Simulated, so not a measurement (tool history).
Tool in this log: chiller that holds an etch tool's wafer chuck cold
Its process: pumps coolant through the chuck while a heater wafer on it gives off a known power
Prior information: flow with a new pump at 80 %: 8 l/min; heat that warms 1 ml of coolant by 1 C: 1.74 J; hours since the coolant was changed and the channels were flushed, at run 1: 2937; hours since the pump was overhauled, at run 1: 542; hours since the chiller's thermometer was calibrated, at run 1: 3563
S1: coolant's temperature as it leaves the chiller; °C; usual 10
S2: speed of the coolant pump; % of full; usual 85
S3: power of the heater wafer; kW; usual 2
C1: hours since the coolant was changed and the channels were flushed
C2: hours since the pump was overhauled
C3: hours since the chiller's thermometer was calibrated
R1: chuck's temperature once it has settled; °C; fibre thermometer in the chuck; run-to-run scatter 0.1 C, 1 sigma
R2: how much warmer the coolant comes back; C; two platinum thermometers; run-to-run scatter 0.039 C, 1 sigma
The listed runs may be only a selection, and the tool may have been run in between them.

run 1 hour=0 | S1=10 S2=85 S3=2 | C1=2937 C2=542 C3=3563 | R1=25.6 R2=8.26
-- hour=59.2 chiller's thermometer calibrated
run 2 hour=67.1 | S1=10 S2=96 S3=2 | C1=3003 C2=608 C3=8 | R1=24.1 R2=7.31
run 3 hour=125.2 | S1=10 S2=96 S3=2 | C1=3061 C2=666 C3=66 | R1=24.1 R2=7.36
run 4 hour=193.4 | S1=10 S2=96 S3=2 | C1=3129 C2=734 C3=134 | R1=24.3 R2=7.3
run 5 hour=251.2 | S1=10 S2=85 S3=2 | C1=3187 C2=792 C3=192 | R1=25.5 R2=8.36
run 6 hour=320.8 | S1=10 S2=85 S3=2.59 | C1=3257 C2=861 C3=262 | R1=30 R2=10.76
run 7 hour=364 | S1=10 S2=85 S3=2.59 | C1=3300 C2=905 C3=305 | R1=30.1 R2=10.74
run 8 hour=431.6 | S1=17 S2=85 S3=2 | C1=3368 C2=972 C3=372 | R1=32.5 R2=8.31
-- hour=440.1 coolant pump overhauled
run 9 hour=484.3 | S1=17 S2=85 S3=2 | C1=3415 C2=44 C3=420 | R1=32.6 R2=8.4
run 10 hour=525.9 | S1=10 S2=83 S3=1.291 | C1=3457 C2=86 C3=462 | R1=20 R2=5.58
run 11 hour=566.5 | S1=10 S2=83 S3=1.291 | C1=3498 C2=126 C3=502 | R1=20.4 R2=5.57

Measured result minus the same run's result without the hidden state. Both carry the same run-to-run variation, though not necessarily the same gauge scatter:
What the log doesn't record here: heat passed by the chuck's channels, % of clean ones'; flow at a given pump speed, % of a new pump's; coolant's true temperature over the reading, C; drift of the gauge itself on chuck_c, C; drift of the gauge itself on warmer_back_c, C.
run=1 R1=+1.4 R2=+0.12
run=2 R1=+1.1 R2=+0.12
run=3 R1=+1.1 R2=+0.14
run=4 R1=+1.1 R2=+0.15
run=5 R1=+1.2 R2=+0.17
run=6 R1=+1.6 R2=+0.24
run=7 R1=+1.7 R2=+0.25
run=8 R1=+1.3 R2=+0.21
run=9 R1=+1.5 R2=+0.31
run=10 R1=+1 R2=+0.21
run=11 R1=+1.1 R2=+0.21
